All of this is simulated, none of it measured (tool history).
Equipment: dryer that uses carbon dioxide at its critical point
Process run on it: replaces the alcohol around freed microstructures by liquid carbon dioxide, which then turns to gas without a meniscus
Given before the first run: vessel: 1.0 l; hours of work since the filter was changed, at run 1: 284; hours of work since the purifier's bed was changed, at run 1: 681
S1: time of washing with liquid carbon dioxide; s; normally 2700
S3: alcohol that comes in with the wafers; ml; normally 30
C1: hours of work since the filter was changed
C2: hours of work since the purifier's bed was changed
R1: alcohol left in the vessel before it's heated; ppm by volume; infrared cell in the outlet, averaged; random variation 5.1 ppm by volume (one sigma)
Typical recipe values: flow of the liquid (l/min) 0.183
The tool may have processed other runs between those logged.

Run 1, day 0.000: usual settings; C1 284; C2 681. Result: R1 190 ppm by volume.
Run 2, day 1.658: usual settings; C1 311; C2 709. Result: R1 199 ppm by volume.
Run 3, day 2.783: usual settings; C1 329; C2 727. Result: R1 214 ppm by volume.
Run 4, day 4.125: usual settings but S3 59 ml; C1 351; C2 749. Result: R1 331 ppm by volume.
Run 5, day 6.138: usual settings; C1 384; C2 782. Result: R1 229 ppm by volume.
Run 6, day 8.512: usual settings; C1 423; C2 821. Result: R1 238 ppm by volume.
At day 9.333: inlet filter changed.
Run 7, day 9.908: usual settings; C1 9; C2 843. Result: R1 168 ppm by volume.
Run 8, day 12.067: usual settings; C1 45; C2 878. Result: R1 167 ppm by volume.
Run 9, day 13.296: usual settings; C1 65; C2 898. Result: R1 178 ppm by volume.
Run 10, day 15.712: usual settings but flow of the liquid (l/min) 0.119; C1 104; C2 938. Result: R1 714 ppm by volume.
Run 11, day 16.854: usual settings but flow of the liquid (l/min) 0.119; C1 123; C2 957. Result: R1 735 ppm by volume.
Run 12, day 18.021: usual settings but flow of the liquid (l/min) 0.119; C1 142; C2 976. Result: R1 740 ppm by volume.
Run 13, day 19.883: usual settings but S1 1620 s; C1 173; C2 1006. Result: R1 1049 ppm by volume.
Run 14, day 21.242: usual settings but S1 1620 s; C1 195; C2 1028. Result: R1 1063 ppm by volume.
Run 15, day 22.500: usual settings but S1 1620 s; C1 215; C2 1049. Result: R1 1060 ppm by volume.
Run 16, day 24.383: usual settings; C1 246; C2 1080. Result: R1 228 ppm by volume.
Run 17, day 26.996: usual settings; C1 289; C2 1123. Result: R1 244 ppm by volume.
Run 18, day 28.571: usual settings; C1 315; C2 1148. Result: R1 252 ppm by volume.
Run 19, day 30.954: usual settings but S3 103 ml; C1 354; C2 1187. Result: R1 574 ppm by volume.
Run 20, day 33.121: usual settings but flow of the liquid (l/min) 0.126; C1 389; C2 1223. Result: R1 843 ppm by volume.
Run 21, day 35.054: usual settings but flow of the liquid (l/min) 0.126; C1 421; C2 1254. Result: R1 874 ppm by volume.
At day 35.825: inlet filter changed.
Run 22, day 37.717: usual settings but flow of the liquid (l/min) 0.126; C1 31; C2 1297. Result: R1 576 ppm by volume.
Run 23, day 38.892: usual settings but S3 24 ml; C1 50; C2 1317. Result: R1 204 ppm by volume.
Run 24, day 41.296: usual settings but flow of the liquid (l/min) 0.134; C1 90; C2 1356. Result: R1 506 ppm by volume.
Run 25, day 43.629: usual settings but flow of the liquid (l/min) 0.134; C1 128; C2 1394. Result: R1 529 ppm by volume.
At day 45.775: purifier's bed changed.
Run 26, day 46.379: usual settings but S1 3180 s, flow of the liquid (l/min) 0.134, S3 36 ml; C1 171; C2 10. Result: R1 237 ppm by volume.
Run 27, day 48.200: usual settings but S1 2460 s, flow of the liquid (l/min) 0.248; C1 200; C2 40. Result: R1 42 ppm by volume.
Run 28, day 50.342: usual settings but S1 2460 s, flow of the liquid (l/min) 0.248; C1 236; C2 75. Result: R1 32 ppm by volume.
Run 29, day 51.442: usual settings but S1 3000 s, flow of the liquid (l/min) 0.149, S3 87 ml; C1 254; C2 93. Result: R1 516 ppm by volume.
Run 30, day 53.196: usual settings but S1 1920 s, flow of the liquid (l/min) 0.269, S3 59 ml; C1 282; C2 121. Result: R1 179 ppm by volume.
Run 31, day 55.575: usual settings but S1 1920 s, flow of the liquid (l/min) 0.113, S3 68 ml; C1 321; C2 160. Result: R1 5634 ppm by volume.
Run 32, day 58.238: usual settings but S1 1920 s, flow of the liquid (l/min) 0.113, S3 68 ml; C1 365; C2 204. Result: R1 6137 ppm by volume.
Run 33, day 60.454: usual settings but S1 1920 s, flow of the liquid (l/min) 0.113, S3 68 ml; C1 401; C2 240. Result: R1 6200 ppm by volume.
At day 62.575: inlet filter changed.
Run 34, day 63.138: usual settings but flow of the liquid (l/min) 0.181; C1 9; C2 283. Result: R1 111 ppm by volume.
Run 35, day 64.696: usual settings but flow of the liquid (l/min) 0.287, S3 35 ml; C1 35; C2 309. Result: R1 33 ppm by volume.
Run 36, day 66.046: usual settings but S1 4140 s; C1 57; C2 331. Result: R1 49 ppm by volume.
Run 37, day 67.933: usual settings but S1 4140 s; C1 88; C2 362. Result: R1 49 ppm by volume.
Run 38, day 70.408: usual settings but S1 4140 s; C1 128; C2 402. Result: R1 54 ppm by volume.
Run 39, day 72.612: usual settings but S1 4140 s, flow of the liquid (l/min) 0.156; C1 164; C2 439. Result: R1 72 ppm by volume.
Run 40, day 75.250: usual settings but S1 4260 s, flow of the liquid (l/min) 0.236, S3 62 ml; C1 207; C2 482. Result: R1 49 ppm by volume.
Run 41, day 77.400: usual settings but S1 3840 s, flow of the liquid (l/min) 0.236; C1 243; C2 517. Result: R1 68 ppm by volume.
Run 42, day 79.783: usual settings but S1 3840 s, flow of the liquid (l/min) 0.236; C1 282; C2 556. Result: R1 71 ppm by volume.
Run 43, day 81.179: usual settings but S1 2100 s, flow of the liquid (l/min) 0.177, S3 99 ml; C1 305; C2 579. Result: R1 1516 ppm by volume.
Run 44, day 83.158: usual settings but S1 3900 s, flow of the liquid (l/min) 0.177, S3 31 ml; C1 337; C2 611. Result: R1 89 ppm by volume.
Run 45, day 85.762: usual settings but flow of the liquid (l/min) 0.156, S3 36 ml; C1 379; C2 654. Result: R1 421 ppm by volume.
Run 46, day 87.617: usual settings but flow of the liquid (l/min) 0.156, S3 36 ml; C1 410; C2 684. Result: R1 448 ppm by volume.

Below are 3 alternative next runs, each starting from the tool's condition after run 46. Predict each:
At day 89.088: inlet filter changed.
Run A, day 89.317: usual settings but S1 1740 s, flow of the liquid (l/min) 0.156, S3 38 ml; C1 4; C2 711. Result: R1 ?.
At day 89.088: inlet filter changed.
Run B, day 89.317: usual settings but S1 3840 s, flow of the liquid (l/min) 0.272, S3 36 ml; C1 4; C2 711. Result: R1 ?.
At day 89.088: inlet filter changed.
Run C, day 89.317: usual settings but S1 4200 s, flow of the liquid (l/min) 0.156, S3 36 ml; C1 4; C2 711. Result: R1 ?.

run    R1
  A  1316
  B    88
  C    96
With no hidden state in the tool, these same runs would have given:
run    R1
  A  1220
  B     4
  C    12
